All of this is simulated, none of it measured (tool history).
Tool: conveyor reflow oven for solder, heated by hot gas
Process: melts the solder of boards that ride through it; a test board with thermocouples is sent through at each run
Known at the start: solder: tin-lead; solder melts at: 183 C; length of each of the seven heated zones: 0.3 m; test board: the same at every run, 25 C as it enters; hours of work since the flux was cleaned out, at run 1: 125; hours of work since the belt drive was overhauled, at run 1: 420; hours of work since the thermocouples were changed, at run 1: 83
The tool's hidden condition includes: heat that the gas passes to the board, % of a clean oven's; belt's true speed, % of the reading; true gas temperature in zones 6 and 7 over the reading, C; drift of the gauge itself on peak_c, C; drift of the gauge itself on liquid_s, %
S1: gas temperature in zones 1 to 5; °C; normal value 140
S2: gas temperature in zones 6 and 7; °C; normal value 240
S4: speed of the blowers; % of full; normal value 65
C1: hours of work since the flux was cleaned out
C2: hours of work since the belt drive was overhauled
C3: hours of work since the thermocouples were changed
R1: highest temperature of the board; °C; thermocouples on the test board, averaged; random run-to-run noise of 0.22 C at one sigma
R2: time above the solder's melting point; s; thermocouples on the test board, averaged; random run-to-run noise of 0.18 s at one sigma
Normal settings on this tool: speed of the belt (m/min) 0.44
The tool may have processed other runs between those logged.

run 1 hour=0 | S1=140 S2=240 speed_of_the_belt_(m/min)=0.44 S4=65 | C1=125 C2=420 C3=83 | R1=221.4 R2=65.4
run 2 hour=40.8 | S1=135 S2=240 speed_of_the_belt_(m/min)=0.44 S4=65 | C1=147 C2=441 C3=105 | R1=220.5 R2=63
run 3 hour=99.1 | S1=135 S2=240 speed_of_the_belt_(m/min)=0.44 S4=65 | C1=177 C2=471 C3=135 | R1=220.5 R2=62.5
run 4 hour=126.6 | S1=135 S2=240 speed_of_the_belt_(m/min)=0.44 S4=65 | C1=191 C2=486 C3=149 | R1=220 R2=62.5
run 5 hour=175 | S1=140 S2=240 speed_of_the_belt_(m/min)=0.44 S4=65 | C1=216 C2=511 C3=174 | R1=221.1 R2=64.9
run 6 hour=211.7 | S1=140 S2=240 speed_of_the_belt_(m/min)=0.44 S4=65 | C1=235 C2=530 C3=193 | R1=220.9 R2=65
run 7 hour=265.4 | S1=140 S2=240 speed_of_the_belt_(m/min)=0.454 S4=65 | C1=263 C2=558 C3=221 | R1=219 R2=61.7
run 8 hour=322.7 | S1=140 S2=240 speed_of_the_belt_(m/min)=0.454 S4=65 | C1=293 C2=587 C3=251 | R1=219.6 R2=61.1
-- hour=351.3 flux residue cleaned out of gas plates and filters
run 9 hour=365.3 | S1=140 S2=240 speed_of_the_belt_(m/min)=0.44 S4=65 | C1=7 C2=607 C3=271 | R1=222.2 R2=66.7
run 10 hour=390.7 | S1=140 S2=240 speed_of_the_belt_(m/min)=0.44 S4=65 | C1=20 C2=620 C3=284 | R1=221.9 R2=66.3
run 11 hour=443.5 | S1=140 S2=240 speed_of_the_belt_(m/min)=0.44 S4=65 | C1=48 C2=648 C3=311 | R1=221.7 R2=66.1
run 12 hour=490.4 | S1=140 S2=251 speed_of_the_belt_(m/min)=0.44 S4=79 | C1=72 C2=672 C3=336 | R1=233.9 R2=74.7
run 13 hour=532 | S1=140 S2=251 speed_of_the_belt_(m/min)=0.44 S4=79 | C1=94 C2=694 C3=357 | R1=234.2 R2=73.9
run 14 hour=565.7 | S1=135 S2=231 speed_of_the_belt_(m/min)=0.352 S4=56 | C1=111 C2=711 C3=375 | R1=217.4 R2=77.7
-- hour=573.7 belt drive overhauled, speed set with a stopwatch
run 15 hour=611.9 | S1=140 S2=240 speed_of_the_belt_(m/min)=0.44 S4=64 | C1=133 C2=20 C3=397 | R1=220.8 R2=65.9
run 16 hour=651 | S1=140 S2=240 speed_of_the_belt_(m/min)=0.522 S4=74 | C1=154 C2=40 C3=417 | R1=217.2 R2=51.8
run 17 hour=702 | S1=140 S2=240 speed_of_the_belt_(m/min)=0.522 S4=74 | C1=180 C2=67 C3=444 | R1=216.5 R2=51.6
run 18 hour=733.4 | S1=140 S2=251 speed_of_the_belt_(m/min)=0.44 S4=65 | C1=197 C2=83 C3=460 | R1=230.6 R2=71.8
run 19 hour=762.3 | S1=140 S2=251 speed_of_the_belt_(m/min)=0.44 S4=65 | C1=212 C2=98 C3=475 | R1=230 R2=72.3
run 20 hour=807.7 | S1=133 S2=240 speed_of_the_belt_(m/min)=0.44 S4=87 | C1=235 C2=122 C3=499 | R1=223.7 R2=66
-- hour=817 belt drive overhauled, speed set with a stopwatch, once more
run 21 hour=859.7 | S1=140 S2=240 speed_of_the_belt_(m/min)=0.377 S4=53 | C1=260 C2=22 C3=524 | R1=221.9 R2=76.3

What if the next run were any one of these 5? Each begins from the tool's condition after run 21:
run A hour=916.4 | S1=132 S2=240 speed_of_the_belt_(m/min)=0.377 S4=55 | C1=290 C2=52 C3=553 | R1=? R2=?
run B hour=916.4 | S1=129 S2=240 speed_of_the_belt_(m/min)=0.377 S4=53 | C1=290 C2=52 C3=553 | R1=? R2=?
run C hour=916.4 | S1=136 S2=240 speed_of_the_belt_(m/min)=0.377 S4=58 | C1=290 C2=52 C3=553 | R1=? R2=?
run D hour=916.4 | S1=148 S2=240 speed_of_the_belt_(m/min)=0.353 S4=86 | C1=290 C2=52 C3=553 | R1=? R2=?
run E hour=916.4 | S1=135 S2=240 speed_of_the_belt_(m/min)=0.374 S4=61 | C1=290 C2=52 C3=553 | R1=? R2=?

run=A R1=221 R2=72.4
run=B R1=219.5 R2=70.5
run=C R1=222.2 R2=75.6
run=D R1=230.4 R2=92.9
run=E R1=222.8 R2=76.7
With the hidden condition removed and each run's random variation left untouched, the same runs would have given:
run=A R1=223.8 R2=75.1
run=B R1=222.4 R2=73.3
run=C R1=225 R2=78
run=D R1=233 R2=94.4
run=E R1=225.7 R2=79.2
